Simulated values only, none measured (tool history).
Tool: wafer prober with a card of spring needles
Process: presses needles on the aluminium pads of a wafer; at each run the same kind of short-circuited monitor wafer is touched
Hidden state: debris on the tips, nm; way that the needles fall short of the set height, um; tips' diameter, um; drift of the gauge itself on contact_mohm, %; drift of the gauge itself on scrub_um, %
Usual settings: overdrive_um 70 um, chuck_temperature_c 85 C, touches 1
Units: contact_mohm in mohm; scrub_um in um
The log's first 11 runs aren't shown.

run,day,overdrive_um,chuck_temperature_c,touches,touches since the tips were cleaned,cleanings since the card got new needles,touches since the first contact's height was set,contact_mohm,scrub_um
# day 28.15: tips cleaned on abrasive film
# day 29.792: tips cleaned on abrasive film
12,30.979,70,85,3,6105,29,63463,157,11.2
# day 31.567: tips cleaned on abrasive film
13,32.896,70,85,1,6842,30,73320,180,11.24
# day 33.438: tips cleaned on abrasive film
# day 35.042: tips cleaned on abrasive film
# day 36.717: tips cleaned on abrasive film
14,36.746,70,55,1,141,33,93097,146,11.17
# day 38.379: tips cleaned on abrasive film
# day 40.333: tips cleaned on abrasive film
15,40.808,70,85,1,2449,35,114005,168,11.17
# day 42.217: tips cleaned on abrasive film
16,42.871,70,85,1,3381,36,124624,169,11.15
# day 44.1: tips cleaned on abrasive film
# day 45.879: tips cleaned on abrasive film
17,46.471,86,29,2,3053,38,143135,147,13.7
# day 47.779: tips cleaned on abrasive film
18,48.204,86,29,2,2198,39,152043,142,13.7
# day 49.625: tips cleaned on abrasive film
# day 51.225: tips cleaned on abrasive film
19,51.508,86,29,2,1443,41,169020,145,13.65
# day 53.017: tips cleaned on abrasive film
20,53.662,81,78,2,3327,42,180117,158,12.81
# day 54.733: tips cleaned on abrasive film
# day 55.088: height of the first contact set anew
# day 56.408: tips cleaned on abrasive film
21,57.621,81,42,2,6250,44,13036,156,13.12
# day 58.254: tips cleaned on abrasive film
# day 60.158: tips cleaned on abrasive film
22,61.583,74,68,1,7341,46,33405,174,11.94
# day 61.967: tips cleaned on abrasive film
# day 63.608: tips cleaned on abrasive film
23,64.879,60,27,3,6543,48,50358,154,9.66
# day 65.483: tips cleaned on abrasive film
# day 67.204: tips cleaned on abrasive film
24,68.583,89,85,1,7118,50,69418,168,14.31
# day 68.871: tips cleaned on abrasive film
# day 70.571: tips cleaned on abrasive film
25,71.162,69,42,2,3059,52,82670,156,11.05
# day 72.342: tips cleaned on abrasive film
# day 74.029: tips cleaned on abrasive film
26,74.792,81,34,1,3919,54,101318,157,12.93
# day 75.846: tips cleaned on abrasive film
# day 77.446: tips cleaned on abrasive film
27,78.371,81,34,1,4767,56,119731,164,12.89
# day 79.225: tips cleaned on abrasive film
# day 80.875: tips cleaned on abrasive film
28,82.129,70,85,1,6451,58,139055,182,11.1
# day 82.5: tips cleaned on abrasive film
# day 84.408: tips cleaned on abrasive film
29,84.588,62,85,1,906,60,151681,165,9.78
# day 86.067: tips cleaned on abrasive film
# day 87.833: tips cleaned on abrasive film
30,88.496,62,54,1,3406,62,171789,178,9.76
# day 89.571: tips cleaned on abrasive film
31,90.671,70,34,1,5658,63,182975,174,11.02

Forecast each of these 3 alternatives for the next run:
# day 91.204: tips cleaned on abrasive film
# day 91.521: height of the first contact set anew
# day 92.95: tips cleaned on abrasive film
A,94.533,63,34,2,8164,65,15517,?,?
# day 91.204: tips cleaned on abrasive film
# day 91.521: height of the first contact set anew
# day 92.95: tips cleaned on abrasive film
B,94.533,71,39,1,8164,65,15517,?,?
# day 91.204: tips cleaned on abrasive film
# day 91.521: height of the first contact set anew
# day 92.95: tips cleaned on abrasive film
C,94.533,54,45,1,8164,65,15517,?,?

run,contact_mohm,scrub_um
A,168,10.18
B,181,11.5
C,203,8.75
Without the tool's hidden state the same runs would have given:
run,contact_mohm,scrub_um
A,140,10.19
B,142,11.52
C,144,8.77
